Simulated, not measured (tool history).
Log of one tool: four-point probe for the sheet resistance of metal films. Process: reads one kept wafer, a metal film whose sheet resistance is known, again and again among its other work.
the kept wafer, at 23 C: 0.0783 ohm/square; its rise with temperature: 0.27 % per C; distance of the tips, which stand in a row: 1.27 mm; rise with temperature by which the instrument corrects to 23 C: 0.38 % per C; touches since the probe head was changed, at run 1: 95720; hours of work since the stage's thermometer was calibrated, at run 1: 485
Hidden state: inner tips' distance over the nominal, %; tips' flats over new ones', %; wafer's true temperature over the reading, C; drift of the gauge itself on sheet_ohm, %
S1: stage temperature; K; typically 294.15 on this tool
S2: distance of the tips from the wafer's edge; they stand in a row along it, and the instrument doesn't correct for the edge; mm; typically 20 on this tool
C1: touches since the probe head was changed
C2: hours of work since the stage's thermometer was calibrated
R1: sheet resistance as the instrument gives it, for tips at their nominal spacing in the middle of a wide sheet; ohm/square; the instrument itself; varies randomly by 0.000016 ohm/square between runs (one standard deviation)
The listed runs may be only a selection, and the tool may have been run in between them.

| run | hour | S1 | S2 | C1 | C2 | R1 |
|---|---|---|---|---|---|---|
| 1 | 0 | 294.15 | 20 | 95720 | 485 | 0.077629 |
| 2 | 17.8 | 294.15 | 20 | 96653 | 499 | 0.077607 |
| 3 | 49.6 | 294.15 | 20 | 98315 | 522 | 0.077593 |
|  | 63.6 | new probe head fitted |
| 4 | 66.3 | 294.15 | 20 | 139 | 534 | 0.078713 |
| 5 | 88.4 | 294.15 | 20 | 1296 | 550 | 0.07872 |
| 6 | 105 | 294.15 | 46 | 2167 | 562 | 0.078587 |
| 7 | 137.8 | 294.15 | 46 | 3881 | 587 | 0.078563 |
| 8 | 176 | 294.15 | 46 | 5879 | 615 | 0.078519 |
| 9 | 205.5 | 294.15 | 46 | 7421 | 637 | 0.078505 |
| 10 | 240.8 | 294.15 | 46 | 9269 | 663 | 0.078488 |
| 11 | 276.7 | 294.15 | 46 | 11147 | 689 | 0.078473 |
| 12 | 299.2 | 294.15 | 46 | 12324 | 706 | 0.078465 |
| 13 | 330.6 | 294.15 | 46 | 13968 | 729 | 0.078436 |
| 14 | 351.5 | 294.15 | 46 | 15058 | 745 | 0.078452 |
| 15 | 372.1 | 294.15 | 46 | 16138 | 760 | 0.07842 |
| 16 | 401.8 | 294.15 | 20 | 17690 | 782 | 0.078536 |
| 17 | 426 | 294.15 | 20 | 18955 | 800 | 0.078501 |
|  | 428.5 | stage's thermometer calibrated |
| 18 | 458.9 | 294.15 | 20 | 20652 | 22 | 0.078491 |
| 19 | 493.4 | 301.15 | 5 | 22456 | 48 | 0.080361 |
|  | 511.5 | stage's thermometer calibrated, once more |
| 20 | 523.3 | 301.15 | 5 | 23995 | 9 | 0.080414 |
| 21 | 551.3 | 300.15 | 15 | 25461 | 29 | 0.078169 |
| 22 | 589.1 | 303.15 | 72 | 27439 | 57 | 0.077592 |
| 23 | 606.2 | 293.15 | 18 | 28329 | 70 | 0.07854 |
| 24 | 636.9 | 293.15 | 20 | 29936 | 93 | 0.07849 |
| 25 | 667.6 | 300.15 | 12 | 31540 | 115 | 0.07823 |

Run 26, settings as shown, results not yet in. Your forecast:
| 26 | 687.8 | 295.15 | 24 | 32599 | 130 | ? |

{"run 26": {"R1": 0.07827}}
Were there no unlogged condition in the tool, this run, its random variation unchanged, would have produced R1 0.078524 ohm/square.
